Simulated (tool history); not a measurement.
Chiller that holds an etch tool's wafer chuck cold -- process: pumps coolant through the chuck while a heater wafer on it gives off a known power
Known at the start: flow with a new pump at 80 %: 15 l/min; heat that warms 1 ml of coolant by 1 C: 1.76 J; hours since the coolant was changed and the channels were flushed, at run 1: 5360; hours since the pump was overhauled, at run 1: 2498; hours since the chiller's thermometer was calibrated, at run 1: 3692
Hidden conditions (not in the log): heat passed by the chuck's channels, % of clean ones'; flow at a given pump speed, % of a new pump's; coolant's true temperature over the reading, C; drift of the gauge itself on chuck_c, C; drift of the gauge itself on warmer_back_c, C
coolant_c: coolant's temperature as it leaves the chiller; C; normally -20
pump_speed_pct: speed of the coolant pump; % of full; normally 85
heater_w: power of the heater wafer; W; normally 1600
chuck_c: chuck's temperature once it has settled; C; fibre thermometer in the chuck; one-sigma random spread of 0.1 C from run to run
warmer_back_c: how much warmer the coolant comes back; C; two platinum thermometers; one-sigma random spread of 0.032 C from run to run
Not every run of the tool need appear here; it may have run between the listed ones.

run   hour  coolant_c  pump_speed_pct  heater_w  hours since the coolant was changed and the channels were flushed  hours since the pump was overhauled  hours since the chiller's thermometer was calibrated  chuck_c  warmer_back_c
  1    0.0        -20              85      1600                                                               5360                                 2498                                                  3692     -5.9           3.51
  2   32.4        -20              85      1600                                                               5393                                 2530                                                  3725     -5.9           3.58
  3   62.3        -20              85      1600                                                               5423                                 2560                                                  3754     -5.7           3.45
  4   96.3        -20              74      1600                                                               5457                                 2594                                                  3788     -4.0           4.04
  5  125.0        -20              85       847                                                               5485                                 2623                                                  3817    -12.4           1.88
  6  190.8        -20              85       847                                                               5551                                 2689                                                  3883    -12.2           1.85
  7  255.8        -20              85       847                                                               5616                                 2754                                                  3948    -12.3           1.89
  8  293.1        -20              85      1132                                                               5653                                 2791                                                  3985     -9.6           2.50
  9  328.3        -20              85      1132                                                               5689                                 2826                                                  4020     -9.7           2.51
 10  381.3        -20              85      1132                                                               5741                                 2879                                                  4073     -9.6           2.55
 11  448.2        -29              61      2126                                                               5808                                 2946                                                  4140     -3.6           6.62
 12  485.3        -15              92      1517                                                               5846                                 2983                                                  4177     -2.1           3.10
 13  529.3        -17              92      1517                                                               5889                                 3027                                                  4221     -4.0           3.14
 14  585.0        -17              92      1517                                                               5945                                 3083                                                  4277     -4.2           3.08

The same runs without the tool's hidden state, with the same run-to-run variation:
run  chuck_c  warmer_back_c
  1     -7.8           3.41
  2     -7.8           3.47
  3     -7.6           3.34
  4     -6.1           3.92
  5    -13.6           1.82
  6    -13.4           1.79
  7    -13.5           1.83
  8    -11.1           2.42
  9    -11.3           2.43
 10    -11.2           2.47
 11     -7.1           6.39
 12     -4.0           3.00
 13     -5.9           3.04
 14     -6.1           2.97
